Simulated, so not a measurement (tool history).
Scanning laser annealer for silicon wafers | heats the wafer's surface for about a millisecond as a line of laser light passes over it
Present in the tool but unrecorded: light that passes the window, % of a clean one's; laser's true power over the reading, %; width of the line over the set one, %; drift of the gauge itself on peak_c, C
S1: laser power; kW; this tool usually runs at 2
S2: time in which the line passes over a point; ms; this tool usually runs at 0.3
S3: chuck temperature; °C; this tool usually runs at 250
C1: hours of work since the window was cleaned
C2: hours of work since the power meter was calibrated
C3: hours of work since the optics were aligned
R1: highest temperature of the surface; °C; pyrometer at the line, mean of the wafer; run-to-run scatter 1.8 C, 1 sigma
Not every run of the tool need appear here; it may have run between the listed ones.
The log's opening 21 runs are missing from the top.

| run | hour | S1 | S2 | S3 | C1 | C2 | C3 | R1 |
|---|---|---|---|---|---|---|---|---|
| 22 | 621.3 | 1.743 | 0.271 | 282 | 133 | 779 | 243 | 878 |
| 23 | 658.1 | 1.781 | 0.34 | 250 | 161 | 806 | 271 | 940 |
| 24 | 691.3 | 1.747 | 0.3 | 253 | 186 | 831 | 296 | 881 |
| 25 | 723.7 | 1.747 | 0.3 | 253 | 210 | 856 | 321 | 883 |
| 26 | 755.4 | 1.747 | 0.3 | 253 | 234 | 879 | 344 | 882 |
| 27 | 779.1 | 1.747 | 0.3 | 253 | 252 | 897 | 362 | 882 |
| 28 | 801.5 | 2 | 0.283 | 219 | 269 | 914 | 379 | 919 |
| 29 | 821.4 | 2 | 0.283 | 219 | 284 | 929 | 394 | 924 |
| 30 | 839.1 | 2 | 0.283 | 219 | 297 | 942 | 407 | 920 |
| 31 | 875.4 | 2 | 0.283 | 219 | 325 | 970 | 435 | 919 |
| 32 | 909.9 | 2 | 0.283 | 219 | 351 | 996 | 461 | 917 |
| 33 | 929.7 | 2 | 0.211 | 250 | 366 | 1011 | 476 | 845 |
| 34 | 946.8 | 2 | 0.3 | 252 | 378 | 1024 | 488 | 974 |
| 35 | 963.3 | 2.195 | 0.3 | 212 | 391 | 1036 | 501 | 1011 |
| 36 | 994.5 | 2.178 | 0.248 | 244 | 414 | 1059 | 524 | 957 |
| 37 | 1013.8 | 2.022 | 0.257 | 249 | 429 | 1074 | 539 | 919 |
| 38 | 1046.5 | 1.82 | 0.257 | 238 | 453 | 1099 | 563 | 839 |

Below are 4 alternative next runs, each starting from the tool's condition after run 38. Predict each:
| A | 1063.6 | 1.835 | 0.285 | 250 | 466 | 1111 | 576 | ? |
| B | 1063.6 | 1.82 | 0.299 | 261 | 466 | 1111 | 576 | ? |
| C | 1063.6 | 1.983 | 0.304 | 250 | 466 | 1111 | 576 | ? |
| D | 1063.6 | 2.054 | 0.35 | 238 | 466 | 1111 | 576 | ? |

| run | R1 |
|---|---|
| A | 890 |
| B | 913 |
| C | 969 |
| D | 1047 |
Take away the tool's hidden state, keep each run's random variation, and the runs would have read:
| run | R1 |
|---|---|
| A | 897 |
| B | 921 |
| C | 977 |
| D | 1056 |

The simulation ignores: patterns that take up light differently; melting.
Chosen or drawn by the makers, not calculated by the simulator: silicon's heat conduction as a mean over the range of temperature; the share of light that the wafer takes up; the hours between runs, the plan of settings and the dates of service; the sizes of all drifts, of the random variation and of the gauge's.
